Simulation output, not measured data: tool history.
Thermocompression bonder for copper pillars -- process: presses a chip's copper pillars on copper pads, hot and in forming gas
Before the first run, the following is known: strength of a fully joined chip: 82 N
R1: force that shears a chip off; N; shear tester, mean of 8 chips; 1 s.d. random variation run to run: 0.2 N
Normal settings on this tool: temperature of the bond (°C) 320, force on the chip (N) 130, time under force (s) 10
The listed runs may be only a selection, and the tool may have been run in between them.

run 1 hour=0 | temperature_of_the_bond_(°C)=320 force_on_the_chip_(N)=130 time_under_force_(s)=10 | R1=29
run 2 hour=9.7 | temperature_of_the_bond_(°C)=320 force_on_the_chip_(N)=130 time_under_force_(s)=10 | R1=29
run 3 hour=17.7 | temperature_of_the_bond_(°C)=330 force_on_the_chip_(N)=130 time_under_force_(s)=10 | R1=31.2
run 4 hour=24.2 | temperature_of_the_bond_(°C)=330 force_on_the_chip_(N)=130 time_under_force_(s)=10 | R1=31.7
-- hour=27.1 heater calibrated with a thermocouple chip
run 5 hour=32.7 | temperature_of_the_bond_(°C)=330 force_on_the_chip_(N)=130 time_under_force_(s)=10 | R1=31.9
run 6 hour=40.4 | temperature_of_the_bond_(°C)=330 force_on_the_chip_(N)=130 time_under_force_(s)=10 | R1=31.7
run 7 hour=49 | temperature_of_the_bond_(°C)=292 force_on_the_chip_(N)=149 time_under_force_(s)=8 | R1=22.8
run 8 hour=54.8 | temperature_of_the_bond_(°C)=292 force_on_the_chip_(N)=149 time_under_force_(s)=8 | R1=23.1
run 9 hour=65.6 | temperature_of_the_bond_(°C)=320 force_on_the_chip_(N)=161 time_under_force_(s)=14 | R1=38.7
run 10 hour=72.8 | temperature_of_the_bond_(°C)=308 force_on_the_chip_(N)=90 time_under_force_(s)=27 | R1=28.3

Forecast each of these 4 alternatives for the next run:
-- hour=77.2 heater calibrated with a thermocouple chip, once more
run A hour=85.2 | temperature_of_the_bond_(°C)=306 force_on_the_chip_(N)=91 time_under_force_(s)=6 | R1=?
-- hour=77.2 heater calibrated with a thermocouple chip, once more
run B hour=85.2 | temperature_of_the_bond_(°C)=350 force_on_the_chip_(N)=107 time_under_force_(s)=10 | R1=?
-- hour=77.2 heater calibrated with a thermocouple chip, once more
run C hour=85.2 | temperature_of_the_bond_(°C)=320 force_on_the_chip_(N)=130 time_under_force_(s)=12 | R1=?
-- hour=77.2 heater calibrated with a thermocouple chip, once more
run D hour=85.2 | temperature_of_the_bond_(°C)=299 force_on_the_chip_(N)=130 time_under_force_(s)=10 | R1=?

run=A R1=14.7
run=B R1=31.5
run=C R1=30.4
run=D R1=23.3
With no hidden state in the tool, these same runs would have given:
run=A R1=15.2
run=B R1=32.4
run=C R1=31.3
run=D R1=23.9

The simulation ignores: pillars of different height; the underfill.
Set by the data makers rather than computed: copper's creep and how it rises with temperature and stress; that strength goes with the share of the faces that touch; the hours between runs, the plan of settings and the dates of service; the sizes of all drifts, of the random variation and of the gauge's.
